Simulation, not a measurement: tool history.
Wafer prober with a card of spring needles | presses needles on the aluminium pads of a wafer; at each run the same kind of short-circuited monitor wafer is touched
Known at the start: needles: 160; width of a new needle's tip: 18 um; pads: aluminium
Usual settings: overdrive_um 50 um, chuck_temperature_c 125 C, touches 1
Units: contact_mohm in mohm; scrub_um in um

Run 1, day 0.000: usual settings. Result: contact_mohm 311 mohm, scrub_um 12.73 um.
At day 0.350: tips cleaned on abrasive film.
Run 2, day 0.467: usual settings. Result: contact_mohm 310 mohm, scrub_um 12.76 um.
Run 3, day 1.012: usual settings but overdrive_um 57 um. Result: contact_mohm 308 mohm, scrub_um 14.48 um.
At day 1.112: tips cleaned on abrasive film.
Run 4, day 1.825: usual settings but chuck_temperature_c 28 C. Result: contact_mohm 278 mohm, scrub_um 12.77 um.
At day 1.875: tips cleaned on abrasive film.
Run 5, day 2.579: usual settings but chuck_temperature_c 30 C. Result: contact_mohm 277 mohm, scrub_um 12.76 um.
At day 2.633: tips cleaned on abrasive film.
Run 6, day 3.008: usual settings but chuck_temperature_c 30 C. Result: contact_mohm 281 mohm, scrub_um 12.77 um.
At day 3.421: tips cleaned on abrasive film.
Run 7, day 3.475: usual settings. Result: contact_mohm 308 mohm, scrub_um 12.80 um.
At day 4.183: tips cleaned on abrasive film.
Run 8, day 4.421: usual settings but touches 2. Result: contact_mohm 311 mohm, scrub_um 12.79 um.
At day 4.962: tips cleaned on abrasive film.
Run 9, day 5.067: usual settings. Result: contact_mohm 307 mohm, scrub_um 12.80 um.
Run 10, day 5.617: usual settings. Result: contact_mohm 308 mohm, scrub_um 12.84 um.
At day 5.717: tips cleaned on abrasive film.
At day 6.483: tips cleaned on abrasive film.
Run 11, day 6.588: usual settings. Result: contact_mohm 307 mohm, scrub_um 12.83 um.
Run 12, day 7.225: usual settings but chuck_temperature_c 27 C. Result: contact_mohm 276 mohm, scrub_um 12.80 um.
At day 7.275: tips cleaned on abrasive film.
Run 13, day 8.004: usual settings but touches 2. Result: contact_mohm 310 mohm, scrub_um 12.76 um.
At day 8.083: tips cleaned on abrasive film.
Run 14, day 8.725: usual settings but touches 2. Result: contact_mohm 313 mohm, scrub_um 12.79 um.
At day 8.862: tips cleaned on abrasive film.
Run 15, day 9.179: usual settings but overdrive_um 32 um, touches 2. Result: contact_mohm 323 mohm, scrub_um 8.14 um.
At day 9.612: tips cleaned on abrasive film.
Run 16, day 9.612: usual settings but overdrive_um 46 um, chuck_temperature_c 85 C. Result: contact_mohm 296 mohm, scrub_um 11.75 um.
Run 17, day 10.192: usual settings but overdrive_um 48 um. Result: contact_mohm 313 mohm, scrub_um 12.22 um.
At day 10.404: tips cleaned on abrasive film.
Run 18, day 10.858: usual settings but overdrive_um 37 um. Result: contact_mohm 318 mohm, scrub_um 9.51 um.
At day 11.175: tips cleaned on abrasive film.
Run 19, day 11.746: usual settings but overdrive_um 37 um. Result: contact_mohm 323 mohm, scrub_um 9.52 um.
At day 11.979: tips cleaned on abrasive film.
Run 20, day 12.442: usual settings but overdrive_um 37 um. Result: contact_mohm 315 mohm, scrub_um 9.49 um.
At day 12.783: tips cleaned on abrasive film.
Run 21, day 13.083: usual settings but chuck_temperature_c 32 C. Result: contact_mohm 274 mohm, scrub_um 12.76 um.
At day 13.550: tips cleaned on abrasive film.
Run 22, day 13.550: usual settings but overdrive_um 41 um, chuck_temperature_c 87 C, touches 2. Result: contact_mohm 305 mohm, scrub_um 10.44 um.
At day 14.304: height of the first contact set anew.
At day 14.358: tips cleaned on abrasive film.
Run 23, day 14.546: usual settings but overdrive_um 41 um, chuck_temperature_c 87 C, touches 2. Result: contact_mohm 302 mohm, scrub_um 10.41 um.
At day 15.162: tips cleaned on abrasive film.
Run 24, day 15.567: usual settings but chuck_temperature_c 118 C. Result: contact_mohm 308 mohm, scrub_um 12.76 um.
At day 15.925: tips cleaned on abrasive film.
Run 25, day 16.425: usual settings but overdrive_um 41 um, chuck_temperature_c 26 C. Result: contact_mohm 277 mohm, scrub_um 10.42 um.
At day 16.675: tips cleaned on abrasive film.
Run 26, day 17.212: usual settings but chuck_temperature_c 77 C, touches 2. Result: contact_mohm 290 mohm, scrub_um 12.75 um.
At day 17.492: tips cleaned on abrasive film.
Run 27, day 17.996: usual settings but chuck_temperature_c 77 C, touches 2. Result: contact_mohm 290 mohm, scrub_um 12.82 um.
At day 18.271: tips cleaned on abrasive film.
Run 28, day 19.008: usual settings but overdrive_um 62 um, chuck_temperature_c 28 C. Result: contact_mohm 275 mohm, scrub_um 15.89 um.
At day 19.100: tips cleaned on abrasive film.
Run 29, day 19.812: usual settings but overdrive_um 34 um, chuck_temperature_c 70 C. Result: contact_mohm 307 mohm, scrub_um 8.72 um.

Forecast each of these 3 alternatives for the next run:
At day 19.900: tips cleaned on abrasive film.
Run A, day 20.400: usual settings but overdrive_um 34 um, chuck_temperature_c 63 C. Result: contact_mohm ?, scrub_um ?.
At day 19.900: tips cleaned on abrasive film.
Run B, day 20.400: usual settings but overdrive_um 34 um, chuck_temperature_c 119 C. Result: contact_mohm ?, scrub_um ?.
At day 19.900: tips cleaned on abrasive film.
Run C, day 20.400: usual settings but overdrive_um 38 um, chuck_temperature_c 70 C. Result: contact_mohm ?, scrub_um ?.

run  contact_mohm  scrub_um
  A           298      8.70
  B           322      8.69
  C           296      9.66
Without the tool's hidden state the same runs would have given:
run  contact_mohm  scrub_um
  A           297      8.70
  B           321      8.69
  C           295      9.66

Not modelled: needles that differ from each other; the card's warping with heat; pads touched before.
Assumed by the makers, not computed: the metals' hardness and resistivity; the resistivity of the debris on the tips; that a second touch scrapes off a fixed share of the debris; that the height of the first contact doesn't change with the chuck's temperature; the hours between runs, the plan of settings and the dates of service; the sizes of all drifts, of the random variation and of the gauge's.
